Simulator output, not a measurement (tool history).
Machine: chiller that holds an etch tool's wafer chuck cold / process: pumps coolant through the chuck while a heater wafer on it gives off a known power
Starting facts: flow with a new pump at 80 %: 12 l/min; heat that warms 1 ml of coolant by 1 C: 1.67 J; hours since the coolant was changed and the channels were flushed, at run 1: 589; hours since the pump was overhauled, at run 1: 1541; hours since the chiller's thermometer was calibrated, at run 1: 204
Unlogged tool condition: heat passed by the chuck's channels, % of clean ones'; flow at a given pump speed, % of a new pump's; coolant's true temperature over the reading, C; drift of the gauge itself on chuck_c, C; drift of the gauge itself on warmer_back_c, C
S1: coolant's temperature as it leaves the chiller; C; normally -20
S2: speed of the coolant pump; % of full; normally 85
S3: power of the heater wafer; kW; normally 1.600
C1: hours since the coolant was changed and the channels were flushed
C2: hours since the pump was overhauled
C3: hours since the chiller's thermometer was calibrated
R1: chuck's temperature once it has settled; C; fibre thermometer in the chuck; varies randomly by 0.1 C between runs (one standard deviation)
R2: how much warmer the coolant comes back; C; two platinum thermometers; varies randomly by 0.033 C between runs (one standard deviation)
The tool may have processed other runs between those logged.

run 1 hour=0.0 | S1=-20 S2=85 S3=1.600 | C1=589 C2=1541 C3=204 | R1=-7.0 R2=4.49
run 2 hour=39.7 | S1=-20 S2=85 S3=1.600 | C1=629 C2=1580 C3=244 | R1=-7.3 R2=4.48
run 3 hour=77.9 | S1=-20 S2=92 S3=1.600 | C1=667 C2=1618 C3=282 | R1=-7.9 R2=4.14
run 4 hour=110.4 | S1=-20 S2=92 S3=1.600 | C1=700 C2=1651 C3=315 | R1=-7.9 R2=4.04
run 5 hour=128.9 | S1=-20 S2=92 S3=1.600 | C1=718 C2=1669 C3=333 | R1=-7.9 R2=4.10
run 6 hour=162.9 | S1=-20 S2=92 S3=1.600 | C1=752 C2=1703 C3=367 | R1=-8.1 R2=4.11
run 7 hour=198.2 | S1=-20 S2=92 S3=1.600 | C1=788 C2=1739 C3=402 | R1=-7.8 R2=4.06
run 8 hour=226.2 | S1=-20 S2=85 S3=0.942 | C1=816 C2=1767 C3=430 | R1=-12.4 R2=2.63

The next listed run, before its measurement:
run 9 hour=262.0 | S1=-10 S2=65 S3=1.034 | C1=851 C2=1803 C3=466 | R1=? R2=?

{"run 9": {"R1": 0.0, "R2": 3.9}}
Had the tool carried no hidden state, the very same run would have given R1 0.0 C, R2 3.89 C.
